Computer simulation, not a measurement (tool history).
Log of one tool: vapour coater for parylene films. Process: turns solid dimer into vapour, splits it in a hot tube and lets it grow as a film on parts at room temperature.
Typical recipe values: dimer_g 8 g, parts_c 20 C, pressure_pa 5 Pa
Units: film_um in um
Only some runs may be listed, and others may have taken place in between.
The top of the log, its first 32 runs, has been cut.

run	day	dimer_g	parts_c	pressure_pa	film_um
33	29.696	4	16	5.09	2.77
34	30.279	4	25	5.05	2.11
35	31.25	4	25	5.05	2.09
36	32.312	8	23	5	4.44
37	32.825	8	12	5	6.29
# day 33.808: trap's valve overhauled
38	33.867	8	12	5	6.76
39	34.533	8	12	5	6.71
40	35.679	3	12	5	2.52
41	36.775	3	12	5	2.52
42	38.012	7	20	4.17	4.6
43	38.546	4	20	4.8	2.54
44	39.538	9	24	5.52	4.96
45	40.4	6	31	6.32	2.57
46	41.433	6	31	6.32	2.54

Each row is a separate what-if for the run after 46, all from the same tool condition, not one after another. Results?
A	42.379	9	18	3.76	?
B	42.379	8	20	6.68	?
C	42.379	4	26	5.83	?

run	film_um
A	6.41
B	4.82
C	2.02
With no hidden state in the tool, these same runs would have given:
run	film_um
A	6.5
B	4.9
C	2.05
